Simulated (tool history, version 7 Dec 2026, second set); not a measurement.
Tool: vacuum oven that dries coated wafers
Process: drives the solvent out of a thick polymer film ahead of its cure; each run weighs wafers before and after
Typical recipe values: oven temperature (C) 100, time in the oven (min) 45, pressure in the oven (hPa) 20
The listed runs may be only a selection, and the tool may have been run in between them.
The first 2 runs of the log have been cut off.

run	day	oven temperature (C)	time in the oven (min)	pressure in the oven (hPa)	hours of work since the thermocouples were calibrated	hours of work since the vacuum gauge was cleaned of residue	solvent left in the film (%)
3	4.525	100	45	20	861	393	2.01
4	5.9	100	45	20	883	415	2.07
5	8.462	100	45	20	923	455	2.12
6	10.9	100	45	20	962	494	2.06
7	12.521	100	45	20	987	519	2.1
8	14.85	100	45	20	1024	556	2.01
9	16.25	100	45	20	1046	578	2.12
10	18.883	100	45	20	1088	620	2.14
# day 19.092: vacuum gauge cleaned of residue and calibrated
11	20.817	100	45	20	1117	27	2.15
12	23.433	100	45	20	1159	69	2.11
# day 26.575: vacuum gauge cleaned of residue and calibrated, once more
13	26.575	100	45	20	1207	0	2.02
14	28.808	100	45	17.9	1242	35	1.94
15	31.525	100	45	17.9	1285	78	1.95
16	34.133	100	45	17.9	1327	119	1.95
17	35.408	100	45	17.9	1347	140	1.88
18	37.55	100	47	20	1380	173	2.01
19	38.879	111	26	20	1401	194	1.29
20	41.254	111	26	20	1439	232	1.27
21	43.662	100	56	27.3	1477	270	2.23

Run 22 comes next. What will it give?
22	45.138	100	56	27.3	1500	293	?

solvent left in the film (%): 2.29
Had the tool carried no hidden state, the very same run would have given solvent left in the film (%) 2.1.

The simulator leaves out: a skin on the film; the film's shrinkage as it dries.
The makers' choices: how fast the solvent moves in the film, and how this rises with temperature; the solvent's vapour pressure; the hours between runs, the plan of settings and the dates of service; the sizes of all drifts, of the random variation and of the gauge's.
